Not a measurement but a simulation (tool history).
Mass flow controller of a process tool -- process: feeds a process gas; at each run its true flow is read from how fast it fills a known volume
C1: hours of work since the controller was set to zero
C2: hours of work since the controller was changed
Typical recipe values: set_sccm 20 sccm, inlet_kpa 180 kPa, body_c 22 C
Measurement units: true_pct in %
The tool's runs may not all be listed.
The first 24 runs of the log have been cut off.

Run 25, hour 2493.2: usual settings but set_sccm 36 sccm, body_c 32 C; C1 2631; C2 2631. Result: true_pct 99.77 %.
Run 26, hour 2593.5: usual settings but set_sccm 36 sccm, body_c 32 C; C1 2673; C2 2673. Result: true_pct 99.65 %.
Run 27, hour 2711.4: usual settings but set_sccm 18 sccm, inlet_kpa 190 kPa, body_c 26 C; C1 2722; C2 2722. Result: true_pct 100.13 %.
Run 28, hour 2850: usual settings but set_sccm 18 sccm, inlet_kpa 190 kPa, body_c 26 C; C1 2780; C2 2780. Result: true_pct 100.09 %.
Run 29, hour 2917: usual settings but inlet_kpa 143 kPa; C1 2808; C2 2808. Result: true_pct 100.83 %.
Run 30, hour 3058.1: usual settings but inlet_kpa 201 kPa, body_c 39 C; C1 2867; C2 2867. Result: true_pct 98.54 %.
Run 31, hour 3207.4: usual settings but inlet_kpa 178 kPa, body_c 32 C; C1 2929; C2 2929. Result: true_pct 99.64 %.
Run 32, hour 3274.5: usual settings but inlet_kpa 178 kPa, body_c 32 C; C1 2957; C2 2957. Result: true_pct 99.59 %.
Run 33, hour 3353.3: usual settings but set_sccm 9 sccm, inlet_kpa 149 kPa; C1 2990; C2 2990. Result: true_pct 101.41 %.
Run 34, hour 3418.7: usual settings but set_sccm 6 sccm, inlet_kpa 157 kPa, body_c 27 C; C1 3018; C2 3018. Result: true_pct 101.62 %.
Run 35, hour 3511.6: usual settings but set_sccm 6 sccm, inlet_kpa 157 kPa, body_c 27 C; C1 3056; C2 3056. Result: true_pct 101.5 %.

Below are 4 alternative next runs, each starting from the tool's condition after run 35. Predict each:
Run A, hour 3575.9: usual settings but set_sccm 12 sccm, inlet_kpa 214 kPa, body_c 21 C; C1 3083; C2 3083. Result: true_pct ?.
Run B, hour 3575.9: usual settings but set_sccm 6 sccm, inlet_kpa 184 kPa, body_c 27 C; C1 3083; C2 3083. Result: true_pct ?.
Run C, hour 3575.9: usual settings but set_sccm 6 sccm, inlet_kpa 271 kPa, body_c 34 C; C1 3083; C2 3083. Result: true_pct ?.
Run D, hour 3575.9: usual settings but set_sccm 9 sccm, inlet_kpa 178 kPa, body_c 39 C; C1 3083; C2 3083. Result: true_pct ?.

run  true_pct
  A    100.95
  B    101.56
  C     100.3
  D     99.32
Without the tool's hidden state the same runs would have given:
run  true_pct
  A     98.92
  B      98.2
  C     96.94
  D     96.85

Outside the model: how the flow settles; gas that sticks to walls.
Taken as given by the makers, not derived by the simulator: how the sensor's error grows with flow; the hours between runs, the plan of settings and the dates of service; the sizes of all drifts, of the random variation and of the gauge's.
